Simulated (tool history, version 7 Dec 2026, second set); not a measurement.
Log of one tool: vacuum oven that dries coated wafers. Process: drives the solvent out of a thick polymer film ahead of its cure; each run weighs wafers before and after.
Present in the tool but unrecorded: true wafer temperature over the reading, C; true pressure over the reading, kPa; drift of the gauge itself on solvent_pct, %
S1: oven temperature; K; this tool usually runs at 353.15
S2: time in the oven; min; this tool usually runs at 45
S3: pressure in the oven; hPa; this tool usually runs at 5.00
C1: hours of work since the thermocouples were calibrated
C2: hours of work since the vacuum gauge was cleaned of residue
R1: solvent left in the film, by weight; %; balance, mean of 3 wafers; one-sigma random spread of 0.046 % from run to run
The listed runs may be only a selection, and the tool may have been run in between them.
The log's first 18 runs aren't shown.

run,hour,S1,S2,S3,C1,C2,R1
# hour 547.7: vacuum gauge cleaned of residue and calibrated, once more
19,565.2,351.15,44,17.28,202,14,4.09
20,596.5,353.15,78,10.26,226,38,1.47
21,642.5,353.15,78,10.26,262,74,1.37
22,668.7,353.15,78,10.26,282,94,1.46
23,714.0,339.15,34,5.00,317,129,7.88
24,746.1,339.15,46,4.07,342,154,6.59
25,770.6,367.15,52,11.20,361,173,0.76
26,812.8,339.15,52,8.92,394,206,6.44
27,835.2,339.15,52,8.92,411,223,6.44
28,874.7,345.15,29,8.92,442,254,7.14
29,919.2,340.15,29,3.00,476,288,8.11
30,950.0,368.15,52,3.79,500,312,0.42
31,973.4,368.15,52,3.79,518,330,0.35

Each row is a separate what-if for the run after 31, all from the same tool condition, not one after another. Results?
A,1012.6,351.15,34,14.20,549,361,?
B,1012.6,368.15,52,13.38,549,361,?
C,1012.6,353.15,45,4.62,549,361,?

run,R1
A,5.29
B,0.74
C,2.99
What these runs would have given with no unlogged condition in the tool:
run,R1
A,4.77
B,0.60
C,2.54

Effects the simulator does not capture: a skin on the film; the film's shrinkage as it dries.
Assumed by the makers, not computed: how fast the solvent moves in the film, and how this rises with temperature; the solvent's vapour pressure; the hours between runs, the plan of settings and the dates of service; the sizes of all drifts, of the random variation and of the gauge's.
